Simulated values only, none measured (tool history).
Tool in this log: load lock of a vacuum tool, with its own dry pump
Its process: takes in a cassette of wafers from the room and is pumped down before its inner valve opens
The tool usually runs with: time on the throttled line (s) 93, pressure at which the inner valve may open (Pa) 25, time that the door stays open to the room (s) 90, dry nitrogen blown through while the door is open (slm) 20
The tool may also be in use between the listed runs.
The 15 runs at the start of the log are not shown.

run     day  time on the throttled line (s)  pressure at which the inner valve may open (Pa)  time that the door stays open to the room (s)  dry nitrogen blown through while the door is open (slm)  incoming humidity of the room's air, %  time from the closed door until the inner valve may open (s)  rise of the pressure with all valves shut (Pa/min)
 16  38.675                              93                                               19                                             90                                                       20                                    44.5                                                         143.1                                               0.037
 17  41.704                              93                                               25                                             90                                                       20                                    50.5                                                         141.4                                               0.046
 18    45.2                              93                                               25                                             90                                                       20                                    47.7                                                         141.7                                               0.045
 19  48.671                              93                                               25                                            196                                                       20                                    42.5                                                         140.9                                               0.068
 20  51.058                              93                                               25                                            196                                                       20                                    42.4                                                         141.3                                               0.063
 21  53.704                             150                                               22                                             93                                                       10                                    42.9                                                         188.2                                                0.06
 22  55.292                              93                                               25                                             90                                                        9                                      44                                                         142.3                                               0.059
 23  57.762                             100                                               25                                             90                                                        9                                      46                                                         147.8                                               0.062
 24  60.883                             137                                               44                                            198                                                        4                                    46.6                                                         173.5                                               0.117
 25  62.771                             137                                               44                                            198                                                        4                                    47.5                                                         173.2                                               0.123
 26  64.321                              93                                               34                                             90                                                       20                                    45.8                                                         139.5                                               0.044
 27  66.104                              93                                               34                                            122                                                       20                                    43.6                                                         139.7                                               0.051
 28  68.017                             183                                               46                                             67                                                       11                                    47.1                                                         210.7                                               0.045
 29  69.958                              64                                               49                                            205                                                       20                                    45.8                                                         113.6                                               0.071
 30  73.558                              64                                               25                                             91                                                       20                                    46.2                                                         118.5                                               0.045
 31  76.042                              64                                               31                                            175                                                       21                                    45.6                                                         116.3                                               0.063
 32  79.421                              64                                               31                                            175                                                       21                                    42.2                                                         115.9                                               0.062
 33  83.038                             119                                               31                                             90                                                       20                                    45.9                                                         161.2                                               0.045
 34   85.35                             119                                               31                                             90                                                       20                                    45.5                                                         161.8                                               0.043
 35  87.783                              93                                               43                                             90                                                       21                                    43.5                                                         137.8                                               0.042
 36  89.492                             109                                               39                                             90                                                       36                                    41.3                                                         151.5                                               0.028

4 options for the next run, each taken on its own from the tool as it stands now. Forecast them:
  A  92.067                              93                                               47                                             58                                                       11                                      43                                                             ?                                                   ?
  B  92.067                              93                                               45                                             90                                                       20                                    46.9                                                             ?                                                   ?
  C  92.067                              93                                               34                                             90                                                       19                                    44.1                                                             ?                                                   ?
  D  92.067                             109                                               49                                             54                                                       23                                    45.2                                                             ?                                                   ?

run  time from the closed door until the inner valve may open (s)  rise of the pressure with all valves shut (Pa/min)
  A                                                         136.6                                               0.042
  B                                                         137.2                                               0.049
  C                                                         139.4                                               0.043
  D                                                         148.3                                               0.023
Take away the tool's hidden state, keep each run's random variation, and the runs would have read:
run  time from the closed door until the inner valve may open (s)  rise of the pressure with all valves shut (Pa/min)
  A                                                         136.6                                               0.042
  B                                                         137.2                                               0.049
  C                                                         139.4                                               0.043
  D                                                         148.3                                               0.023

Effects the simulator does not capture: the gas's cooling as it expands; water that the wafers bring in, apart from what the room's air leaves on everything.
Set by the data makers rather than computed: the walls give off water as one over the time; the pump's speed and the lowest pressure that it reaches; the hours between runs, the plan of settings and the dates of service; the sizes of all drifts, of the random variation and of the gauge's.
